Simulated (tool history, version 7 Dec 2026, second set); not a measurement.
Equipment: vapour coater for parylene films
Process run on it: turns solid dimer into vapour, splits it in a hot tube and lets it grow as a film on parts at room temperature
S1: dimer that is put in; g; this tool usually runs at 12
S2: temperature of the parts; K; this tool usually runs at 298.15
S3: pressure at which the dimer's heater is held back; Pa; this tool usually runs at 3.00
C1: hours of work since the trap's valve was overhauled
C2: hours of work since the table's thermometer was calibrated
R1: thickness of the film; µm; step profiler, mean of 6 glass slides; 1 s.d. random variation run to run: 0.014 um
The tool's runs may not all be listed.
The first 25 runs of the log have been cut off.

{"run": 26, "hour": 822.6, "S1": 8, "S2": 304.15, "S3": 8.45, "C1": 318, "C2": 689, "R1": 2.29}
{"run": 27, "hour": 853.8, "S1": 8, "S2": 304.15, "S3": 8.45, "C1": 344, "C2": 714, "R1": 2.26}
{"run": 28, "hour": 891.0, "S1": 7, "S2": 304.15, "S3": 2.79, "C1": 375, "C2": 745, "R1": 2.29}
{"run": 29, "hour": 918.3, "S1": 15, "S2": 298.15, "S3": 4.48, "C1": 398, "C2": 768, "R1": 5.15}
{"run": 30, "hour": 941.3, "S1": 10, "S2": 307.15, "S3": 4.32, "C1": 417, "C2": 787, "R1": 2.92}
{"run": 31, "hour": 972.4, "S1": 18, "S2": 301.15, "S3": 11.03, "C1": 443, "C2": 813, "R1": 5.14}
{"run": 32, "hour": 995.6, "S1": 10, "S2": 305.15, "S3": 11.03, "C1": 462, "C2": 832, "R1": 2.67}
{"run": 33, "hour": 1014.2, "S1": 10, "S2": 296.15, "S3": 3.01, "C1": 477, "C2": 847, "R1": 3.73}
{"run": 34, "hour": 1036.5, "S1": 10, "S2": 296.15, "S3": 3.01, "C1": 496, "C2": 866, "R1": 3.7}
{"run": 35, "hour": 1068.2, "S1": 12, "S2": 298.15, "S3": 3.95, "C1": 522, "C2": 892, "R1": 4.12}
{"run": 36, "hour": 1107.2, "S1": 12, "S2": 291.15, "S3": 4.05, "C1": 554, "C2": 924, "R1": 4.68}
{"run": 37, "hour": 1135.0, "S1": 21, "S2": 294.15, "S3": 3.0, "C1": 577, "C2": 947, "R1": 8.05}
{"hour": 1172.3, "done": "table's thermometer calibrated"}
{"run": 38, "hour": 1178.8, "S1": 21, "S2": 294.15, "S3": 3.0, "C1": 613, "C2": 5, "R1": 8.25}
{"run": 39, "hour": 1209.1, "S1": 9, "S2": 298.15, "S3": 3.0, "C1": 638, "C2": 30, "R1": 3.26}

Predict the results of run 40:
{"run": 40, "hour": 1235.5, "S1": 9, "S2": 298.15, "S3": 3.0, "C1": 660, "C2": 52, "R1": "?"}

R1: 3.27 µm
Had the tool carried no hidden state, the very same run would have given R1 3.47 µm.

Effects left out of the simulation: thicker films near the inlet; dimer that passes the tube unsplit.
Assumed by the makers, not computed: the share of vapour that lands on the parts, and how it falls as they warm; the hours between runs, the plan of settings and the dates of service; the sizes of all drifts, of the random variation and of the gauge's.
